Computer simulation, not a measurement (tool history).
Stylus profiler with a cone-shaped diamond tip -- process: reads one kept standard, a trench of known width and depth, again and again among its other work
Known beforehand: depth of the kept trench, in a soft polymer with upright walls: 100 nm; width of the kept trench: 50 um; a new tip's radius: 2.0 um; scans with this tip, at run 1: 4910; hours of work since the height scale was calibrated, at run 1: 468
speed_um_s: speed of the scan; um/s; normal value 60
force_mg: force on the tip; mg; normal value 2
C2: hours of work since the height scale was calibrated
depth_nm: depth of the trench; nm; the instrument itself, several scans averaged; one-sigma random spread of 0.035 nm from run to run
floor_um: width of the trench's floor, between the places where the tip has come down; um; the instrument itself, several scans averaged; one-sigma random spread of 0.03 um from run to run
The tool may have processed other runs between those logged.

run 1 hour=0 | speed_um_s=60 force_mg=2 | scans_with_this_tip=4910 C2=468 | depth_nm=101.07 floor_um=48.09
run 2 hour=13.4 | speed_um_s=60 force_mg=2 | scans_with_this_tip=5006 C2=477 | depth_nm=101.02 floor_um=48.06
run 3 hour=30.1 | speed_um_s=20 force_mg=2 | scans_with_this_tip=5126 C2=489 | depth_nm=101.06 floor_um=48.29
run 4 hour=51.5 | speed_um_s=20 force_mg=2 | scans_with_this_tip=5279 C2=503 | depth_nm=101.05 floor_um=48.31
run 5 hour=64.8 | speed_um_s=20 force_mg=2 | scans_with_this_tip=5375 C2=513 | depth_nm=101.06 floor_um=48.28
run 6 hour=88.2 | speed_um_s=20 force_mg=2 | scans_with_this_tip=5543 C2=529 | depth_nm=101.06 floor_um=48.27
run 7 hour=107.8 | speed_um_s=20 force_mg=2 | scans_with_this_tip=5683 C2=542 | depth_nm=101.09 floor_um=48.27
run 8 hour=121.9 | speed_um_s=60 force_mg=1.65 | scans_with_this_tip=5784 C2=552 | depth_nm=100.91 floor_um=47.97
run 9 hour=144.8 | speed_um_s=60 force_mg=2 | scans_with_this_tip=5949 C2=567 | depth_nm=101 floor_um=48.03
run 10 hour=170.2 | speed_um_s=60 force_mg=2 | scans_with_this_tip=6131 C2=585 | depth_nm=101.01 floor_um=47.97
run 11 hour=189.6 | speed_um_s=60 force_mg=2 | scans_with_this_tip=6270 C2=598 | depth_nm=100.99 floor_um=47.98
run 12 hour=204.9 | speed_um_s=60 force_mg=2 | scans_with_this_tip=6379 C2=608 | depth_nm=101.01 floor_um=48.01
run 13 hour=220 | speed_um_s=60 force_mg=2 | scans_with_this_tip=6488 C2=619 | depth_nm=101.01 floor_um=47.94
run 14 hour=243.3 | speed_um_s=60 force_mg=2 | scans_with_this_tip=6655 C2=635 | depth_nm=100.92 floor_um=47.97
run 15 hour=263.7 | speed_um_s=60 force_mg=1.4 | scans_with_this_tip=6801 C2=649 | depth_nm=100.72 floor_um=47.9
run 16 hour=277.3 | speed_um_s=60 force_mg=1.4 | scans_with_this_tip=6899 C2=658 | depth_nm=100.7 floor_um=47.94

Run 17 is up next; what results do you expect?
run 17 hour=301.2 | speed_um_s=72 force_mg=2 | scans_with_this_tip=7070 C2=674 | depth_nm=? floor_um=?

depth_nm: 100.94 nm
floor_um: 47.85 um
With no hidden state in the tool, this same run would have given depth_nm 101.23 nm, floor_um 48.32 um.
